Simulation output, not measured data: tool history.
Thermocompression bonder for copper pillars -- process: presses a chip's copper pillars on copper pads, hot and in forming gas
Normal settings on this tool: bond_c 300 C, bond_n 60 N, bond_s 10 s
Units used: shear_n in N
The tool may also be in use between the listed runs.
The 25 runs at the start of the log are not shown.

| run | day | bond_c | bond_n | bond_s | shear_n |
|---|---|---|---|---|---|
| 26 | 21.533 | 292 | 60 | 27 | 45.6 |
| 27 | 22.508 | 329 | 60 | 5 | 32.6 |
| 28 | 23.629 | 311 | 60 | 27 | 52.9 |
|  | 24.833 | forming gas filter changed |
| 29 | 24.862 | 311 | 60 | 27 | 52.8 |
| 30 | 26.058 | 279 | 65 | 27 | 42.4 |
| 31 | 26.758 | 279 | 65 | 27 | 42.5 |
| 32 | 27.958 | 292 | 41 | 13 | 28.8 |
| 33 | 28.796 | 292 | 55 | 10 | 30.1 |
| 34 | 29.512 | 292 | 55 | 10 | 30.0 |
| 35 | 30.779 | 292 | 55 | 10 | 30.1 |
| 36 | 32.029 | 271 | 60 | 10 | 25.1 |
|  | 32.471 | forming gas filter changed |
| 37 | 33.150 | 271 | 60 | 10 | 25.5 |
| 38 | 33.688 | 304 | 39 | 5 | 20.9 |

Here are 5 independent what-if runs from the current tool condition. What would each one return?
| A | 34.621 | 292 | 60 | 5 | ? |
| B | 34.621 | 293 | 60 | 17 | ? |
| C | 34.621 | 272 | 55 | 5 | ? |
| D | 34.621 | 316 | 40 | 5 | ? |
| E | 34.621 | 304 | 39 | 8 | ? |

| run | shear_n |
|---|---|
| A | 23.6 |
| B | 39.0 |
| C | 18.3 |
| D | 24.0 |
| E | 25.8 |
With no hidden state in the tool, these same runs would have given:
| run | shear_n |
|---|---|
| A | 23.0 |
| B | 38.1 |
| C | 17.8 |
| D | 23.5 |
| E | 25.2 |
